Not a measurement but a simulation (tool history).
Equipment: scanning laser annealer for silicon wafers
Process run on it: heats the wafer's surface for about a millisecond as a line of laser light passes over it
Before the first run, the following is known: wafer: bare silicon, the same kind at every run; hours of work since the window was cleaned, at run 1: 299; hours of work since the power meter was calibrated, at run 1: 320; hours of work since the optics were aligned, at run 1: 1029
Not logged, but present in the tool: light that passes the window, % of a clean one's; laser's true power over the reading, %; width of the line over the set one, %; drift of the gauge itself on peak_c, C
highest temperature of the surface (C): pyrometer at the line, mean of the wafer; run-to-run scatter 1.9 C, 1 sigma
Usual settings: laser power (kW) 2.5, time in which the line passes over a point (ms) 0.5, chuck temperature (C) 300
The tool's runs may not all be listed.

run   hour  laser power (kW)  time in which the line passes over a point (ms)  chuck temperature (C)  hours of work since the window was cleaned  hours of work since the power meter was calibrated  hours of work since the optics were aligned  highest temperature of the surface (C)
  1      0               2.5                                              0.5                    300                                         299                                                 320                                         1029                                    1082
  2    7.4               2.5                                              0.5                    300                                         304                                                 325                                         1034                                    1087
  3   15.8               2.5                                              0.5                    265                                         309                                                 330                                         1039                                    1046
  4   28.6               2.5                                              0.5                    265                                         317                                                 338                                         1047                                    1045
  5   35.1               2.5                                              0.5                    300                                         321                                                 342                                         1051                                    1082
  6   48.3               2.5                                            0.404                    300                                         329                                                 350                                         1059                                    1015
  7   57.1               2.5                                            0.404                    300                                         335                                                 355                                         1065                                    1015
  8   69.5               2.5                                            0.404                    300                                         343                                                 363                                         1072                                    1011
  9   78.6               2.5                                              0.5                    300                                         348                                                 369                                         1078                                    1083
 10   90.7               2.5                                              0.5                    300                                         356                                                 376                                         1086                                    1081
      94.6  -- laser's power meter calibrated
 11   99.3               2.5                                              0.5                    269                                         359                                                   3                                         1089                                    1049
 12  106.4               2.5                                              0.5                    269                                         364                                                   7                                         1093                                    1048
     118.1  -- laser's power meter calibrated, once more
 13  123.3               2.5                                              0.5                    269                                         372                                                   3                                         1102                                    1050
 14  129.1             2.172                                            0.363                    266                                         376                                                   7                                         1106                                     854
 15  139.9             2.172                                            0.363                    266                                         383                                                  14                                         1112                                     856
 16  146.7               2.5                                            0.396                    300                                         387                                                  18                                         1117                                    1001
 17  157.7               2.5                                            0.396                    300                                         394                                                  25                                         1123                                    1002
 18  166.8               2.5                                            0.476                    303                                         399                                                  30                                         1129                                    1061
 19  178.4               2.5                                            0.589                    297                                         406                                                  37                                         1136                                    1132
 20  188.5             2.252                                            0.614                    300                                         413                                                  44                                         1143                                    1066
 21    199               2.5                                            0.537                    300                                         419                                                  50                                         1149                                    1101

Alternative continuations, all from the tool just after run 21; predict every row:
  A  212.8               2.5                                            0.389                    300                                         428                                                  59                                         1158                                       ?
  B  212.8             2.291                                              0.6                    334                                         428                                                  59                                         1158                                       ?
  C  212.8               2.5                                            0.524                    261                                         428                                                  59                                         1158                                       ?
  D  212.8             2.277                                            0.374                    294                                         428                                                  59                                         1158                                       ?

run  highest temperature of the surface (C)
  A                                     996
  B                                    1106
  C                                    1054
  D                                     917
With no hidden state in the tool, these same runs would have given:
run  highest temperature of the surface (C)
  A                                    1020
  B                                    1133
  C                                    1081
  D                                     938
